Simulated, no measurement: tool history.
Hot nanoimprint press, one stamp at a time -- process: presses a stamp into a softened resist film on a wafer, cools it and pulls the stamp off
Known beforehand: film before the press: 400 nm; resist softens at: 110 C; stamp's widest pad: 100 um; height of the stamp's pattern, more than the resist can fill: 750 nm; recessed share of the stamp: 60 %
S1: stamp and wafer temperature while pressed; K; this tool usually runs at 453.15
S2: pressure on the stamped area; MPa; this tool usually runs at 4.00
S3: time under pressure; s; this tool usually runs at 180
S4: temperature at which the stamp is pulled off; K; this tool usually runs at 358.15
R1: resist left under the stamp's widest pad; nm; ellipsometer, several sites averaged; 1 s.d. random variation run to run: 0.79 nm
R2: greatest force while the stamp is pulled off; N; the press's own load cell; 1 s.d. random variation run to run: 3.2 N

run,hour,S1,S2,S3,S4,R1,R2
1,0.0,453.15,4.00,180,358.15,220.4,239
2,97.6,453.15,4.00,180,358.15,221.8,233
3,150.9,453.15,4.00,180,358.15,221.2,234
4,242.3,453.15,4.00,180,358.15,220.7,238
5,316.9,453.15,4.00,180,358.15,219.9,241
6,394.1,453.15,4.00,180,358.15,219.8,239
7,480.1,447.15,4.00,180,358.15,266.5,235
8,550.3,453.15,4.00,115,358.15,250.5,234
9,652.1,453.15,4.00,102,352.15,259.0,254
10,741.6,453.15,4.00,102,352.15,260.3,259
11,831.1,451.15,4.00,177,358.15,233.0,233
12,928.8,451.15,4.00,177,358.15,237.4,228
13,979.4,451.15,4.00,177,358.15,234.0,228

Put back what was entered between runs (8 entries, withheld): which listed runs does each sit between, and how does the hidden state differ from the listed run before to the listed run after?
After run 1, before run 2: stamp cleaned and given a new release coat (hour 41.4); plate thermocouple calibrated (hour 74.5)
  true temperature over the reading, C: 0.06 -> 0.01; pressure that arrives at the usual setting, %: 99.96 -> 99.95; grip of the stamp's worn release coat, % over a new coat's: 0.6 -> 0.2; drift of the gauge itself on residual_nm, %: 0 -> -0.12
  the result without the hidden state subtracted from the measured one, R1: -0.4 -> -0.3 nm
After run 4, before run 5: stamp cleaned and given a new release coat (hour 265.4)
  pressure that arrives at the usual setting, %: 99.93 -> 99.92; grip of the stamp's worn release coat, % over a new coat's: 0.6 -> 0.2; drift of the gauge itself on residual_nm, %: -0.31 -> -0.4
  the result without the hidden state subtracted from the measured one, R1: -0.7 -> -1.0 nm
After run 6, before run 7: stamp cleaned and given a new release coat (hour 480.1)
  pressure that arrives at the usual setting, %: 99.92 -> 99.91; grip of the stamp's worn release coat, % over a new coat's: 0.4 -> 0; drift of the gauge itself on residual_nm, %: -0.5 -> -0.61
  the result without the hidden state subtracted from the measured one, R1: -1.2 -> -1.8 nm
After run 8, before run 9: press's hydraulic seals changed and the load cell set to zero (hour 576.3)
  true temperature over the reading, C: 0.04 -> 0.05; pressure that arrives at the usual setting, %: 99.9 -> 99.98; grip of the stamp's worn release coat, % over a new coat's: 0.2 -> 0.5; drift of the gauge itself on residual_nm, %: -0.7 -> -0.82
  the result without the hidden state subtracted from the measured one, R1: -2.0 -> -2.4 nm
After run 9, before run 10: stamp cleaned and given a new release coat (hour 710.2)
  pressure that arrives at the usual setting, %: 99.98 -> 99.97; grip of the stamp's worn release coat, % over a new coat's: 0.5 -> 0.1; drift of the gauge itself on residual_nm, %: -0.82 -> -0.93
  the result without the hidden state subtracted from the measured one, R1: -2.4 -> -2.8 nm
After run 11, before run 12: plate thermocouple calibrated (hour 919.1); stamp cleaned and given a new release coat (hour 928.8)
  true temperature over the reading, C: 0.06 -> 0.01; pressure that arrives at the usual setting, %: 99.96 -> 99.95; grip of the stamp's worn release coat, % over a new coat's: 0.4 -> 0; drift of the gauge itself on residual_nm, %: -1.05 -> -1.17
  the result without the hidden state subtracted from the measured one, R1: -2.9 -> -2.8 nm
